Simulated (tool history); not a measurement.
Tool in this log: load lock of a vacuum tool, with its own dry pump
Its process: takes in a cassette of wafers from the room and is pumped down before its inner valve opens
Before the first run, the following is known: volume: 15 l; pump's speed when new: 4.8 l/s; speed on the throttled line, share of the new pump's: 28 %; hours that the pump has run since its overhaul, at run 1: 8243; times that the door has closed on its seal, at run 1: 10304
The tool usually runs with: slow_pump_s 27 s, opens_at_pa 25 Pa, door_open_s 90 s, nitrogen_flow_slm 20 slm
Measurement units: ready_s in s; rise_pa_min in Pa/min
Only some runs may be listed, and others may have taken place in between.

run    hour  slow_pump_s  opens_at_pa  door_open_s  nitrogen_flow_slm  hours that the pump has run since its overhaul  times that the door has closed on its seal  incoming humidity of the room's air, %  ready_s  rise_pa_min
  1     0.0           27           25           90                 20                                            8243                                       10304                                    42.9     46.8        0.099
  2   147.8           27           25           90                 20                                            8390                                       10469                                    43.9     47.5        0.104
  3   269.1           27           25           90                 20                                            8512                                       10604                                    43.3     47.0        0.099
  4   488.5           27           25           90                 20                                            8731                                       10848                                    43.6     47.3        0.102
  5   656.5           27           25           90                 20                                            8899                                       11035                                    45.9     46.7        0.108
  6   881.6           27           25           90                 20                                            9124                                       11286                                    45.7     47.3        0.109
  7  1049.3           27           25           90                 20                                            9292                                       11472                                    45.2     47.2        0.115
  8  1249.4           27           25           90                 20                                            9492                                       11695                                    42.4     47.4        0.105
  9  1405.8           27           25           90                 20                                            9648                                       11869                                    43.0     47.3        0.105
 10  1650.2           23           25           90                 20                                            9893                                       12141                                    45.0     44.6        0.109
 11  1882.6           23           25           90                 20                                           10125                                       12400                                    47.2     44.8        0.115
 12  2091.0           51           29          137                 22                                           10334                                       12632                                    42.1     63.7        0.126
 13  2267.8           27           25          155                 20                                           10510                                       12828                                    44.7     47.7        0.137
 14  2396.3           27           33           90                  6                                           10639                                       12972                                    49.5     46.8        0.150
 15  2599.0           27           33           90                  6                                           10842                                       13197                                    44.3     46.7        0.147
 16  2798.4           27           27           90                 21                                           11041                                       13419                                    43.3     47.7        0.120
 17  3017.0           28           27          103                 21                                           11260                                       13662                                    43.9     48.7        0.131
 18  3208.3           22           27          135                  5                                           11451                                       13875                                    46.6     44.5        0.187
 19  3354.8           27           25           28                 20                                           11597                                       14038                                    46.4     48.2        0.104

Below are 4 alternative next runs, each starting from the tool's condition after run 19. Predict each:
  A  3505.9           27           18           28                 22                                           11749                                       14206                                    40.7        ?            ?
  B  3505.9           14           25           90                 25                                           11749                                       14206                                    48.2        ?            ?
  C  3505.9           27           27          124                 10                                           11749                                       14206                                    44.7        ?            ?
  D  3505.9           27           25           28                 30                                           11749                                       14206                                    44.7        ?            ?

run  ready_s  rise_pa_min
  A     49.3        0.099
  B     39.1        0.130
  C     47.7        0.158
  D     47.9        0.097
The same runs, with their run-to-run variation unchanged, on a tool lacking any hidden condition would have given:
run  ready_s  rise_pa_min
  A     46.5        0.024
  B     36.0        0.054
  C     45.2        0.083
  D     45.3        0.023

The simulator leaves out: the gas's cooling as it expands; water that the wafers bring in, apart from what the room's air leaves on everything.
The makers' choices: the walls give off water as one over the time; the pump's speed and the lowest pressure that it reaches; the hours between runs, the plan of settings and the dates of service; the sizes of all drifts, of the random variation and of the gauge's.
